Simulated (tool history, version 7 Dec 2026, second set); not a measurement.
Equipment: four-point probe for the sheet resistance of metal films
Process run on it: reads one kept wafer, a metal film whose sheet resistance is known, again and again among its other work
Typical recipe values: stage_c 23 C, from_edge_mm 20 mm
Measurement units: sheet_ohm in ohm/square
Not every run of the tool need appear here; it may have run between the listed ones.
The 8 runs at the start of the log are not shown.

| run | hour | stage_c | from_edge_mm | sheet_ohm |
|---|---|---|---|---|
| 9 | 492.4 | 23 | 5 | 0.072699 |
| 10 | 571.2 | 23 | 5 | 0.072675 |
| 11 | 648.7 | 23 | 5 | 0.072649 |
| 12 | 686.5 | 23 | 5 | 0.0726 |
| 13 | 761.7 | 23 | 4 | 0.073438 |
| 14 | 798.2 | 23 | 4 | 0.073399 |
| 15 | 873.4 | 23 | 4 | 0.073408 |
| 16 | 909.2 | 35 | 20 | 0.070748 |
| 17 | 976.6 | 35 | 20 | 0.070721 |
| 18 | 1034.9 | 23 | 20 | 0.071132 |
| 19 | 1105.1 | 23 | 20 | 0.071101 |
| 20 | 1152.3 | 23 | 7 | 0.071797 |
| 21 | 1210.5 | 23 | 9 | 0.071469 |
| 22 | 1299.7 | 23 | 9 | 0.071428 |
| 23 | 1376.7 | 27 | 10 | 0.071201 |
| 24 | 1461.5 | 31 | 20 | 0.070734 |
| 25 | 1513.1 | 30 | 54 | 0.070693 |
| 26 | 1565.4 | 30 | 7 | 0.071426 |
|  | 1606.1 | stage's thermometer calibrated |
| 27 | 1607 | 27 | 32 | 0.070675 |
| 28 | 1645.6 | 34 | 20 | 0.070503 |
| 29 | 1701.8 | 23 | 58 | 0.07076 |
| 30 | 1771.5 | 23 | 58 | 0.070754 |
| 31 | 1812.1 | 24 | 3 | 0.074716 |
| 32 | 1882.1 | 24 | 3 | 0.074635 |
| 33 | 1936.4 | 30 | 15 | 0.07061 |

Run 34 comes next. What will it give?
| 34 | 1983.5 | 24 | 67 | ? |

sheet_ohm: 0.070649 ohm/square
Were there no unlogged condition in the tool, this run, its random variation unchanged, would have produced sheet_ohm 0.07096 ohm/square.

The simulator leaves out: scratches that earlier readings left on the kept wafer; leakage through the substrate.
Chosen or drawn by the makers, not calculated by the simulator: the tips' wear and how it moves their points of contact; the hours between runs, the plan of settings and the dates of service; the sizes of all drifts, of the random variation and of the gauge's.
